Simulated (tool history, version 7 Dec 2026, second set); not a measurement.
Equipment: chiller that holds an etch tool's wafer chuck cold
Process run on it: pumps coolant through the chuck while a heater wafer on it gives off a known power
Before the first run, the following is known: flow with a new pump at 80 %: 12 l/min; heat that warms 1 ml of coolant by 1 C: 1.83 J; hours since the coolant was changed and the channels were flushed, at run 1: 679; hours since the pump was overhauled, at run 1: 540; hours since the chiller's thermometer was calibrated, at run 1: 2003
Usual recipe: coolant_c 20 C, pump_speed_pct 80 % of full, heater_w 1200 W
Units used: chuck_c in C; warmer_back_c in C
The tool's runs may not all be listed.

run	day	coolant_c	pump_speed_pct	heater_w	hours since the coolant was changed and the channels were flushed	hours since the pump was overhauled	hours since the chiller's thermometer was calibrated	chuck_c	warmer_back_c
1	0.000	20	80	1200	679	540	2003	28.2	3.28
2	1.425	20	80	1200	714	575	2037	28.4	3.26
3	3.067	20	71	1200	753	614	2077	29.1	3.69
4	4.183	20	80	1200	780	641	2104	28.0	3.25
5	6.062	20	80	1200	825	686	2149	28.3	3.23
6	7.746	20	80	1200	865	726	2189	28.1	3.18
7	8.888	20	80	789	893	754	2217	25.5	2.06
8	10.112	20	80	789	922	783	2246	25.4	2.03
9	11.200	20	80	789	948	809	2272	25.3	2.00
10	12.162	20	92	1200	971	832	2295	27.2	2.64
11	13.462	20	92	1200	1002	864	2326	27.2	2.65
12	14.521	20	92	1200	1028	889	2352	27.1	2.66
13	15.767	20	92	1200	1058	919	2382	27.1	2.63
14	17.517	20	92	1200	1100	961	2424	27.5	2.63
15	18.642	20	92	1200	1127	988	2451	27.3	2.60
# day 18.817: gauge calibrated
16	20.000	20	92	1200	1159	1020	2483	27.0	2.80
# day 20.758: chiller's thermometer calibrated
17	20.975	20	92	1126	1182	1043	5	26.6	2.62
18	21.862	20	81	683	1203	1064	26	24.4	1.79
19	23.550	21	62	786	1244	1105	67	28.0	2.77
20	24.679	10	80	1200	1271	1132	94	18.4	3.21
21	25.942	12	61	1174	1301	1162	124	22.3	4.21
22	27.650	12	61	1174	1342	1203	165	22.4	4.18
23	29.567	21	74	1200	1388	1249	211	29.9	3.43
24	31.671	21	97	1553	1438	1300	262	29.8	3.31
25	33.296	20	76	694	1477	1339	301	25.1	1.82
26	34.204	14	64	1162	1499	1360	323	23.8	3.87
27	36.154	28	92	1162	1546	1407	369	35.0	2.50
28	38.062	23	80	1200	1592	1453	415	31.2	3.03
29	39.321	10	69	1200	1622	1483	446	19.3	3.59
30	41.012	15	65	612	1663	1524	486	20.2	1.81
31	42.575	20	93	1200	1700	1561	524	27.1	2.49

Difference, measured minus no-hidden-state, one row per run. Run-to-run variation is common to both terms; the gauge's own scatter need not be:
Hidden state at play: heat passed by the chuck's channels, % of clean ones'; flow at a given pump speed, % of a new pump's; coolant's true temperature over the reading, C; drift of the gauge itself on chuck_c, C; drift of the gauge itself on warmer_back_c, C.
run	warmer_back_c
1	+0.00
2	-0.02
3	-0.03
4	-0.05
5	-0.07
6	-0.09
7	-0.11
8	-0.12
9	-0.14
10	-0.15
11	-0.17
12	-0.18
13	-0.19
14	-0.21
15	-0.23
16	-0.02
17	-0.03
18	-0.04
19	-0.05
20	-0.07
21	-0.09
22	-0.11
23	-0.13
24	-0.15
25	-0.18
26	-0.19
27	-0.22
28	-0.24
29	-0.25
30	-0.27
31	-0.30
chuck_c without the hidden state stays within 0.1 C of what was measured, in all runs.

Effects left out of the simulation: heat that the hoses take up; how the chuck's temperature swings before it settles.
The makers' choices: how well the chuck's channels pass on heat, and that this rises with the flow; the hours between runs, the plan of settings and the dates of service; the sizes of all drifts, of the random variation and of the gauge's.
